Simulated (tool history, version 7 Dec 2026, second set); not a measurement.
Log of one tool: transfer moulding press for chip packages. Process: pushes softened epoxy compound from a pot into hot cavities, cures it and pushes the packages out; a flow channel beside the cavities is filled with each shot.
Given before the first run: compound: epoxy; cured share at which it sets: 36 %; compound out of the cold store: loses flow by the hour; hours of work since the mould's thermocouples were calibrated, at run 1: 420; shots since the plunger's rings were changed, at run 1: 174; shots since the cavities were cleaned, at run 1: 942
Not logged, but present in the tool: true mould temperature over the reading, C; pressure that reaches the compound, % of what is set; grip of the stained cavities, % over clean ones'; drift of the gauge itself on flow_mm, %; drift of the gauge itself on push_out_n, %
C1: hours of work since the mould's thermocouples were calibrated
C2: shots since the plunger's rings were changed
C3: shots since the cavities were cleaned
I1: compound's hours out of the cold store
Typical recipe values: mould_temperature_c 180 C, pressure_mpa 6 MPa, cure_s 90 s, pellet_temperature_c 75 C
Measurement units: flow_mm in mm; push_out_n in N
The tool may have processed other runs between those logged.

{"run": 1, "hour": 0.0, "mould_temperature_c": 180, "pressure_mpa": 6, "cure_s": 90, "pellet_temperature_c": 75, "C1": 420, "C2": 174, "C3": 942, "I1": 18.6, "flow_mm": 509, "push_out_n": 696}
{"hour": 10.6, "done": "cavities cleaned with cleaning compound and waxed"}
{"run": 2, "hour": 27.7, "mould_temperature_c": 180, "pressure_mpa": 6, "cure_s": 90, "pellet_temperature_c": 75, "C1": 435, "C2": 457, "C3": 185, "I1": 34.3, "flow_mm": 467, "push_out_n": 460}
{"run": 3, "hour": 51.6, "mould_temperature_c": 180, "pressure_mpa": 6, "cure_s": 90, "pellet_temperature_c": 75, "C1": 449, "C2": 717, "C3": 445, "I1": 42.6, "flow_mm": 447, "push_out_n": 559}
{"run": 4, "hour": 68.9, "mould_temperature_c": 181, "pressure_mpa": 6, "cure_s": 90, "pellet_temperature_c": 75, "C1": 459, "C2": 904, "C3": 632, "I1": 46.9, "flow_mm": 437, "push_out_n": 609}
{"run": 5, "hour": 94.6, "mould_temperature_c": 181, "pressure_mpa": 6, "cure_s": 90, "pellet_temperature_c": 75, "C1": 473, "C2": 1183, "C3": 911, "I1": 26.8, "flow_mm": 492, "push_out_n": 681}
{"hour": 106.9, "done": "cavities cleaned with cleaning compound and waxed"}
{"run": 6, "hour": 113.0, "mould_temperature_c": 177, "pressure_mpa": 6, "cure_s": 90, "pellet_temperature_c": 75, "C1": 483, "C2": 1365, "C3": 66, "I1": 16.9, "flow_mm": 512, "push_out_n": 407}
{"run": 7, "hour": 139.7, "mould_temperature_c": 177, "pressure_mpa": 6, "cure_s": 90, "pellet_temperature_c": 75, "C1": 498, "C2": 1655, "C3": 356, "I1": 11.2, "flow_mm": 533, "push_out_n": 589}
{"run": 8, "hour": 162.4, "mould_temperature_c": 177, "pressure_mpa": 6, "cure_s": 90, "pellet_temperature_c": 75, "C1": 511, "C2": 1901, "C3": 602, "I1": 15.1, "flow_mm": 521, "push_out_n": 665}
{"run": 9, "hour": 186.6, "mould_temperature_c": 180, "pressure_mpa": 6, "cure_s": 90, "pellet_temperature_c": 73, "C1": 525, "C2": 2163, "C3": 864, "I1": 42.5, "flow_mm": 455, "push_out_n": 649}
{"hour": 203.1, "done": "cavities cleaned with cleaning compound and waxed"}
{"run": 10, "hour": 213.8, "mould_temperature_c": 180, "pressure_mpa": 6, "cure_s": 90, "pellet_temperature_c": 73, "C1": 539, "C2": 2442, "C3": 116, "I1": 43.1, "flow_mm": 430, "push_out_n": 402}
{"run": 11, "hour": 233.8, "mould_temperature_c": 180, "pressure_mpa": 6, "cure_s": 90, "pellet_temperature_c": 73, "C1": 551, "C2": 2658, "C3": 332, "I1": 8.6, "flow_mm": 534, "push_out_n": 505}
{"run": 12, "hour": 259.4, "mould_temperature_c": 180, "pressure_mpa": 6, "cure_s": 90, "pellet_temperature_c": 75, "C1": 565, "C2": 2936, "C3": 610, "I1": 46.6, "flow_mm": 419, "push_out_n": 587}
{"run": 13, "hour": 277.9, "mould_temperature_c": 180, "pressure_mpa": 6, "cure_s": 90, "pellet_temperature_c": 75, "C1": 576, "C2": 3136, "C3": 810, "I1": 40.6, "flow_mm": 441, "push_out_n": 651}
{"run": 14, "hour": 291.4, "mould_temperature_c": 180, "pressure_mpa": 6, "cure_s": 90, "pellet_temperature_c": 75, "C1": 584, "C2": 3283, "C3": 957, "I1": 28.2, "flow_mm": 474, "push_out_n": 691}
{"hour": 300.7, "done": "cavities cleaned with cleaning compound and waxed"}
{"run": 15, "hour": 314.4, "mould_temperature_c": 180, "pressure_mpa": 6, "cure_s": 90, "pellet_temperature_c": 75, "C1": 596, "C2": 3516, "C3": 148, "I1": 46.8, "flow_mm": 426, "push_out_n": 412}
{"hour": 326.2, "done": "plunger's sealing rings changed"}
{"run": 16, "hour": 332.3, "mould_temperature_c": 177, "pressure_mpa": 4.81, "cure_s": 86, "pellet_temperature_c": 68, "C1": 605, "C2": 66, "C3": 315, "I1": 44.5, "flow_mm": 403, "push_out_n": 577}
{"run": 17, "hour": 352.6, "mould_temperature_c": 186, "pressure_mpa": 7.02, "cure_s": 90, "pellet_temperature_c": 75, "C1": 616, "C2": 286, "C3": 535, "I1": 35.2, "flow_mm": 506, "push_out_n": 547}
{"run": 18, "hour": 371.3, "mould_temperature_c": 173, "pressure_mpa": 7.02, "cure_s": 90, "pellet_temperature_c": 74, "C1": 627, "C2": 489, "C3": 738, "I1": 41.2, "flow_mm": 490, "push_out_n": 775}
{"run": 19, "hour": 383.5, "mould_temperature_c": 180, "pressure_mpa": 5.19, "cure_s": 118, "pellet_temperature_c": 74, "C1": 634, "C2": 621, "C3": 870, "I1": 47.8, "flow_mm": 404, "push_out_n": 620}
{"hour": 400.2, "done": "cavities cleaned with cleaning compound and waxed"}
{"run": 20, "hour": 401.2, "mould_temperature_c": 180, "pressure_mpa": 6, "cure_s": 92, "pellet_temperature_c": 75, "C1": 643, "C2": 796, "C3": 10, "I1": 46.8, "flow_mm": 431, "push_out_n": 331}
{"run": 21, "hour": 412.5, "mould_temperature_c": 180, "pressure_mpa": 6, "cure_s": 90, "pellet_temperature_c": 75, "C1": 649, "C2": 919, "C3": 133, "I1": 11.7, "flow_mm": 533, "push_out_n": 439}
{"run": 22, "hour": 436.7, "mould_temperature_c": 180, "pressure_mpa": 4.73, "cure_s": 86, "pellet_temperature_c": 75, "C1": 663, "C2": 1181, "C3": 395, "I1": 13.5, "flow_mm": 468, "push_out_n": 563}
{"run": 23, "hour": 449.0, "mould_temperature_c": 175, "pressure_mpa": 6, "cure_s": 90, "pellet_temperature_c": 69, "C1": 670, "C2": 1314, "C3": 528, "I1": 22.4, "flow_mm": 502, "push_out_n": 689}
{"run": 24, "hour": 469.5, "mould_temperature_c": 187, "pressure_mpa": 6, "cure_s": 99, "pellet_temperature_c": 68, "C1": 682, "C2": 1536, "C3": 750, "I1": 40.5, "flow_mm": 441, "push_out_n": 584}
{"run": 25, "hour": 491.0, "mould_temperature_c": 187, "pressure_mpa": 6, "cure_s": 99, "pellet_temperature_c": 68, "C1": 694, "C2": 1769, "C3": 983, "I1": 34.7, "flow_mm": 457, "push_out_n": 624}
{"hour": 497.0, "done": "cavities cleaned with cleaning compound and waxed"}
{"run": 26, "hour": 515.3, "mould_temperature_c": 183, "pressure_mpa": 4.73, "cure_s": 107, "pellet_temperature_c": 68, "C1": 707, "C2": 2016, "C3": 197, "I1": 27.6, "flow_mm": 428, "push_out_n": 445}
{"run": 27, "hour": 529.0, "mould_temperature_c": 187, "pressure_mpa": 4.73, "cure_s": 107, "pellet_temperature_c": 72, "C1": 715, "C2": 2165, "C3": 346, "I1": 29.9, "flow_mm": 418, "push_out_n": 482}
{"run": 28, "hour": 551.6, "mould_temperature_c": 180, "pressure_mpa": 6.12, "cure_s": 90, "pellet_temperature_c": 75, "C1": 728, "C2": 2410, "C3": 591, "I1": 39.8, "flow_mm": 444, "push_out_n": 601}

Each row is a separate what-if for the run after 28, all from the same tool condition, not one after another. Results?
{"run": "A", "hour": 567.0, "mould_temperature_c": 180, "pressure_mpa": 5.27, "cure_s": 90, "pellet_temperature_c": 73, "C1": 737, "C2": 2577, "C3": 758, "I1": 16.3, "flow_mm": "?", "push_out_n": "?"}
{"run": "B", "hour": 567.0, "mould_temperature_c": 186, "pressure_mpa": 7.31, "cure_s": 97, "pellet_temperature_c": 75, "C1": 737, "C2": 2577, "C3": 758, "I1": 40.6, "flow_mm": "?", "push_out_n": "?"}
{"run": "C", "hour": 567.0, "mould_temperature_c": 182, "pressure_mpa": 4.69, "cure_s": 90, "pellet_temperature_c": 75, "C1": 737, "C2": 2577, "C3": 758, "I1": 21.2, "flow_mm": "?", "push_out_n": "?"}

run=A flow_mm=482 push_out_n=662
run=B flow_mm=478 push_out_n=606
run=C flow_mm=435 push_out_n=634
Without the tool's unlogged condition, the same runs would have read:
run=A flow_mm=499 push_out_n=345
run=B flow_mm=496 push_out_n=305
run=C flow_mm=451 push_out_n=324
